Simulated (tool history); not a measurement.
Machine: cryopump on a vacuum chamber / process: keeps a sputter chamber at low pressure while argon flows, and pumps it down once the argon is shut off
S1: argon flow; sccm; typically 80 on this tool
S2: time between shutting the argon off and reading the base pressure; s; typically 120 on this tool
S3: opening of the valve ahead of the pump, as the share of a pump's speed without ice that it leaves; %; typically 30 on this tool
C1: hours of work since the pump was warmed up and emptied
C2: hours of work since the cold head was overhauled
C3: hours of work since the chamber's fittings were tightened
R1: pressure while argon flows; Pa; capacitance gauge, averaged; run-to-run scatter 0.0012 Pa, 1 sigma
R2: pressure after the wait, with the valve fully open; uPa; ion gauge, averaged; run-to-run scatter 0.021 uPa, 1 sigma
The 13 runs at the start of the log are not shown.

run 14 day=11.767 | S1=80 S2=120 S3=30 | C1=426 C2=426 C3=1456 | R1=0.2990 R2=1.35
run 15 day=12.767 | S1=80 S2=120 S3=30 | C1=446 C2=446 C3=1476 | R1=0.2994 R2=1.33
run 16 day=13.850 | S1=80 S2=120 S3=30 | C1=469 C2=469 C3=1498 | R1=0.3003 R2=1.40
run 17 day=14.417 | S1=80 S2=120 S3=30 | C1=480 C2=480 C3=1510 | R1=0.3011 R2=1.40
run 18 day=15.642 | S1=80 S2=120 S3=30 | C1=506 C2=506 C3=1535 | R1=0.3012 R2=1.48
run 19 day=16.321 | S1=102 S2=40 S3=27 | C1=520 C2=520 C3=1549 | R1=0.4251 R2=1.88
run 20 day=17.367 | S1=150 S2=40 S3=55 | C1=541 C2=541 C3=1571 | R1=0.3251 R2=1.87
run 21 day=18.433 | S1=150 S2=40 S3=55 | C1=563 C2=563 C3=1593 | R1=0.3271 R2=1.88
-- day=18.904 pump warmed up, emptied and cooled again
run 22 day=19.612 | S1=152 S2=79 S3=57 | C1=15 C2=583 C3=1613 | R1=0.2857 R2=1.33
run 23 day=20.608 | S1=152 S2=79 S3=57 | C1=35 C2=604 C3=1634 | R1=0.2856 R2=1.35
run 24 day=21.154 | S1=87 S2=99 S3=50 | C1=46 C2=615 C3=1645 | R1=0.1869 R2=1.32
run 25 day=21.988 | S1=120 S2=40 S3=46 | C1=64 C2=632 C3=1662 | R1=0.2805 R2=1.72
run 26 day=23.188 | S1=116 S2=78 S3=19 | C1=88 C2=657 C3=1687 | R1=0.6529 R2=1.41
run 27 day=24.096 | S1=138 S2=41 S3=19 | C1=107 C2=676 C3=1705 | R1=0.7772 R2=1.74
run 28 day=25.221 | S1=69 S2=69 S3=20 | C1=130 C2=699 C3=1729 | R1=0.3762 R2=1.55
run 29 day=26.017 | S1=69 S2=27 S3=25 | C1=147 C2=715 C3=1745 | R1=0.2972 R2=2.15
run 30 day=26.579 | S1=94 S2=27 S3=25 | C1=158 C2=727 C3=1757 | R1=0.4057 R2=2.09
run 31 day=27.212 | S1=89 S2=24 S3=25 | C1=171 C2=740 C3=1770 | R1=0.3864 R2=2.23
run 32 day=27.708 | S1=53 S2=242 S3=27 | C1=182 C2=750 C3=1780 | R1=0.2128 R2=1.30
run 33 day=28.771 | S1=80 S2=28 S3=30 | C1=203 C2=772 C3=1802 | R1=0.2896 R2=2.11
run 34 day=29.329 | S1=55 S2=32 S3=31 | C1=215 C2=784 C3=1813 | R1=0.1933 R2=2.04

Predict each of these 3 candidate next runs independently; none follows another, all start after run 34:
run A day=30.254 | S1=73 S2=37 S3=31 | C1=234 C2=803 C3=1832 | R1=? R2=?
run B day=30.254 | S1=45 S2=120 S3=30 | C1=234 C2=803 C3=1832 | R1=? R2=?
run C day=30.254 | S1=126 S2=37 S3=31 | C1=234 C2=803 C3=1832 | R1=? R2=?

run=A R1=0.2589 R2=1.96
run=B R1=0.1641 R2=1.47
run=C R1=0.4464 R2=2.01
Without the tool's unlogged condition, the same runs would have read:
run=A R1=0.2513 R2=0.88
run=B R1=0.1594 R2=0.40
run=C R1=0.4332 R2=0.91
